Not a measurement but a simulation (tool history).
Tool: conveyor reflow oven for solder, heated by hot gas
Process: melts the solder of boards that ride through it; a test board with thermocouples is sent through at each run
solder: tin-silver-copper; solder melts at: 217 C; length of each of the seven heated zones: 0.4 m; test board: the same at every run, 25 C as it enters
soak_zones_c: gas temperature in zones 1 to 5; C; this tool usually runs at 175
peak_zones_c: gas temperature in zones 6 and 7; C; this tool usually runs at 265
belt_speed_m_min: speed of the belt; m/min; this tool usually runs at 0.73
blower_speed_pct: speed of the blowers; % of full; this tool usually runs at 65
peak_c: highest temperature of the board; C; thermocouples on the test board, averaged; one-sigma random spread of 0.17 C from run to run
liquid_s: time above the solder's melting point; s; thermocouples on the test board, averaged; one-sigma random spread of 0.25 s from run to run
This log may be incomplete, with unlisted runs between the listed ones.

run,hour,soak_zones_c,peak_zones_c,belt_speed_m_min,blower_speed_pct,peak_c,liquid_s
1,0,175,265,0.73,65,252,50.5
# hour 61.7: flux residue cleaned out of gas plates and filters
2,91.2,175,265,0.73,65,252.6,50.6
3,156.5,175,269,0.73,65,255.9,52.5
4,243.4,175,263,0.73,65,250.4,49.6
5,292.4,175,256,0.73,65,244.6,45.5
# hour 375.3: thermocouples of zones 6 and 7 changed
6,388.1,164,265,0.73,65,251,46.1
7,472.5,164,265,0.73,65,250.9,46.3
# hour 496.4: flux residue cleaned out of gas plates and filters
8,529.5,175,276,0.73,65,262.5,55.5
9,607.5,175,276,0.73,65,262.1,55.6
# hour 625.1: belt drive overhauled, speed set with a stopwatch
10,673.2,175,276,0.73,65,262.2,55.6
11,730.2,175,265,0.73,81,255.1,52.5
12,778.1,175,265,0.73,81,255.1,52.6
13,855.8,175,265,0.73,81,255.2,52.6
14,922.4,175,265,0.73,65,252.3,50.2
# hour 933.7: flux residue cleaned out of gas plates and filters
15,968.1,175,265,0.73,65,252.3,50.5
16,1059.4,175,265,0.73,65,252.4,50.6
17,1131.3,167,258,0.603,55,247.4,55.7
18,1221.2,167,258,0.603,55,247.6,55.7
19,1291.5,189,265,0.73,50,250.8,53.7
# hour 1366.8: flux residue cleaned out of gas plates and filters
20,1387.5,189,274,0.73,55,260.3,59
21,1434.1,189,274,0.73,55,260,58.8
22,1495.4,180,262,0.614,83,256.3,66.6
# hour 1535.3: thermocouples of zones 6 and 7 changed
23,1558.1,163,262,0.83,75,246.3,37.2
24,1637.8,175,265,0.591,68,258.2,67.2
25,1696.4,186,265,0.723,74,255.7,56.9
26,1762.9,186,265,0.723,74,255.5,56.9
# hour 1802.5: flux residue cleaned out of gas plates and filters
27,1820.1,186,253,0.853,74,241.5,39.3
28,1914.2,160,278,0.85,51,250.7,36.7
29,1974.7,175,255,0.73,65,243.7,44.5
30,2055.6,184,255,0.73,65,244.5,49.3

Predict each of these 3 candidate next runs independently; none follows another, all start after run 30:
A,2135.6,184,253,0.598,65,?,?
B,2135.6,175,256,0.73,65,?,?
C,2135.6,184,270,0.73,65,?,?

run,peak_c,liquid_s
A,246.8,64
B,244.6,45.4
C,258.2,56.1
With no hidden state in the tool, these same runs would have given:
run,peak_c,liquid_s
A,246.8,63.9
B,244.6,45.4
C,258.2,56.1
